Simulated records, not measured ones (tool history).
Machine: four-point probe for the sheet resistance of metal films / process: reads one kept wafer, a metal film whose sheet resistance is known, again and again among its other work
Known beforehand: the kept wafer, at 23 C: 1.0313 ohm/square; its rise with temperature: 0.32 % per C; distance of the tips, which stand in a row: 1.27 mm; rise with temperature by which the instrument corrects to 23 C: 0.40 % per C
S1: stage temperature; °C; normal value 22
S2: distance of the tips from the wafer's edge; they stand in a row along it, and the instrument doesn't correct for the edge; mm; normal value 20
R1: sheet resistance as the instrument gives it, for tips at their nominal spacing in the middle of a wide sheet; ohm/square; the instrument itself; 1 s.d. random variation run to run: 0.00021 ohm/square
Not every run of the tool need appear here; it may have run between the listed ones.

run,hour,S1,S2,R1
1,0.0,22,20,1.034171
2,33.4,22,20,1.034132
3,56.8,22,20,1.034030
4,86.5,22,20,1.034406
5,120.5,22,20,1.033960
6,138.3,22,20,1.033984
7,175.3,22,20,1.034558
8,203.4,22,5,1.066596
9,220.4,22,5,1.066568
10,239.5,22,5,1.066600
11,260.2,22,5,1.066474
12,296.5,22,5,1.066702
13,320.6,22,5,1.066646
14,347.8,22,5,1.066738
15,387.4,22,20,1.034618
16,423.2,21,8,1.046628

Run 17, settings as shown, results not yet in. Your forecast:
17,446.6,24,72,?

{"run 17": {"R1": 1.030397}}
Take away the tool's hidden state, keep the run-to-run variation as it was, and the same run would have given R1 1.030524 ohm/square.
